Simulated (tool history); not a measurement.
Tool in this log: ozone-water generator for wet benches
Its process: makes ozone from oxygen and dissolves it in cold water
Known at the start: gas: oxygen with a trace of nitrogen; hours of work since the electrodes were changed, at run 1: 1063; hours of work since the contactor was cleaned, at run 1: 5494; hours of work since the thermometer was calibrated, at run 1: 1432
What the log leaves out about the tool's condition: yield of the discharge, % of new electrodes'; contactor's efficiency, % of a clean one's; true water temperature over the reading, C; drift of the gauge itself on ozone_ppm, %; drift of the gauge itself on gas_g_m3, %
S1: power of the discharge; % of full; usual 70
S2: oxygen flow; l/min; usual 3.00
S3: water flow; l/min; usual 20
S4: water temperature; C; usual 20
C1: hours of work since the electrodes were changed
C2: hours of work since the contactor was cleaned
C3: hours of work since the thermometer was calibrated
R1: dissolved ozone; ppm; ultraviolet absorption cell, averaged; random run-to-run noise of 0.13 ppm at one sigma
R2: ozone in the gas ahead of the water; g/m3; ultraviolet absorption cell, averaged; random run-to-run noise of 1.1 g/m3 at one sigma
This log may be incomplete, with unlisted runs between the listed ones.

run 1 day=0.000 | S1=70 S2=3.00 S3=20 S4=20 | C1=1063 C2=5494 C3=1432 | R1=12.9 R2=196.2
run 2 day=2.029 | S1=70 S2=3.00 S3=20 S4=20 | C1=1109 C2=5539 C3=1478 | R1=12.8 R2=193.6
run 3 day=3.446 | S1=70 S2=3.00 S3=12 S4=20 | C1=1141 C2=5571 C3=1510 | R1=20.4 R2=196.4
run 4 day=5.892 | S1=70 S2=3.00 S3=12 S4=20 | C1=1196 C2=5626 C3=1565 | R1=20.4 R2=194.7
run 5 day=7.683 | S1=70 S2=3.00 S3=20 S4=14 | C1=1236 C2=5667 C3=1605 | R1=13.8 R2=194.0
run 6 day=9.892 | S1=70 S2=3.00 S3=14 S4=14 | C1=1286 C2=5716 C3=1655 | R1=19.3 R2=195.7
run 7 day=11.854 | S1=70 S2=3.00 S3=14 S4=14 | C1=1330 C2=5761 C3=1699 | R1=19.4 R2=194.9
run 8 day=14.058 | S1=70 S2=3.00 S3=14 S4=14 | C1=1379 C2=5810 C3=1749 | R1=19.4 R2=193.4
run 9 day=15.342 | S1=70 S2=3.00 S3=20 S4=20 | C1=1408 C2=5839 C3=1778 | R1=12.8 R2=194.7
run 10 day=18.417 | S1=70 S2=3.00 S3=16 S4=20 | C1=1478 C2=5908 C3=1847 | R1=15.9 R2=194.6
run 11 day=20.004 | S1=70 S2=3.00 S3=16 S4=20 | C1=1513 C2=5944 C3=1883 | R1=15.7 R2=194.6
run 12 day=22.012 | S1=70 S2=3.00 S3=12 S4=20 | C1=1559 C2=5989 C3=1928 | R1=20.2 R2=194.4
run 13 day=24.012 | S1=70 S2=3.00 S3=12 S4=20 | C1=1604 C2=6035 C3=1973 | R1=20.2 R2=192.7
run 14 day=26.392 | S1=70 S2=3.00 S3=12 S4=20 | C1=1657 C2=6088 C3=2026 | R1=20.4 R2=193.5
run 15 day=28.546 | S1=70 S2=1.71 S3=20 S4=20 | C1=1706 C2=6137 C3=2075 | R1=10.9 R2=248.4
run 16 day=30.958 | S1=70 S2=1.71 S3=20 S4=20 | C1=1760 C2=6191 C3=2129 | R1=10.9 R2=249.1
run 17 day=32.542 | S1=43 S2=1.51 S3=20 S4=20 | C1=1796 C2=6227 C3=2165 | R1=7.1 R2=180.0
run 18 day=34.846 | S1=43 S2=1.51 S3=20 S4=20 | C1=1848 C2=6278 C3=2217 | R1=7.1 R2=180.5
run 19 day=36.179 | S1=43 S2=1.51 S3=20 S4=20 | C1=1878 C2=6308 C3=2247 | R1=7.0 R2=178.8
run 20 day=39.196 | S1=43 S2=1.51 S3=20 S4=20 | C1=1946 C2=6376 C3=2315 | R1=7.0 R2=178.7
run 21 day=41.600 | S1=66 S2=1.59 S3=22 S4=15 | C1=2000 C2=6430 C3=2369 | R1=9.2 R2=245.0
run 22 day=42.854 | S1=66 S2=1.59 S3=22 S4=15 | C1=2028 C2=6459 C3=2397 | R1=9.3 R2=245.3
run 23 day=45.800 | S1=72 S2=1.59 S3=22 S4=24 | C1=2094 C2=6525 C3=2464 | R1=9.3 R2=263.5
run 24 day=47.946 | S1=70 S2=3.00 S3=20 S4=20 | C1=2143 C2=6573 C3=2512 | R1=12.6 R2=193.8
run 25 day=49.658 | S1=70 S2=3.00 S3=20 S4=20 | C1=2181 C2=6612 C3=2550 | R1=12.6 R2=194.0
run 26 day=51.896 | S1=41 S2=3.00 S3=20 S4=17 | C1=2232 C2=6662 C3=2601 | R1=8.7 R2=127.8
run 27 day=54.704 | S1=93 S2=1.70 S3=26 S4=21 | C1=2295 C2=6726 C3=2664 | R1=9.7 R2=311.2
run 28 day=57.550 | S1=93 S2=4.67 S3=16 S4=21 | C1=2359 C2=6790 C3=2728 | R1=20.1 R2=197.8
run 29 day=59.725 | S1=93 S2=4.67 S3=16 S4=21 | C1=2408 C2=6839 C3=2777 | R1=20.1 R2=196.2
run 30 day=62.671 | S1=70 S2=3.00 S3=20 S4=23 | C1=2474 C2=6905 C3=2843 | R1=12.1 R2=192.3
run 31 day=64.083 | S1=70 S2=3.00 S3=20 S4=23 | C1=2506 C2=6937 C3=2875 | R1=12.1 R2=191.6
run 32 day=66.808 | S1=58 S2=2.11 S3=12 S4=20 | C1=2567 C2=6998 C3=2937 | R1=16.4 R2=195.5

Some steps in R1 between neighbouring runs. How much of each would the tool show without its hidden state too (settings, what came in, random variation), and how much is left for the hidden state, with any gauge scatter that isn't in both results?
Run 14 -> 15: S2 3.00 -> 1.71, S3 12 -> 20. R1 -9.5 ppm: hidden state +0.3, all else -9.8.
Run 25 -> 26: S1 70 -> 41, S4 20 -> 17. R1 -3.9 ppm: hidden state +0.4, all else -4.3.
Run 27 -> 28: S2 1.70 -> 4.67, S3 26 -> 16. R1 +10.4 ppm: hidden state -0.7, all else +11.1.
Run 29 -> 30: S1 93 -> 70, S2 4.67 -> 3.00, S3 16 -> 20, S4 21 -> 23. R1 -8.0 ppm: hidden state +0.6, all else -8.6.

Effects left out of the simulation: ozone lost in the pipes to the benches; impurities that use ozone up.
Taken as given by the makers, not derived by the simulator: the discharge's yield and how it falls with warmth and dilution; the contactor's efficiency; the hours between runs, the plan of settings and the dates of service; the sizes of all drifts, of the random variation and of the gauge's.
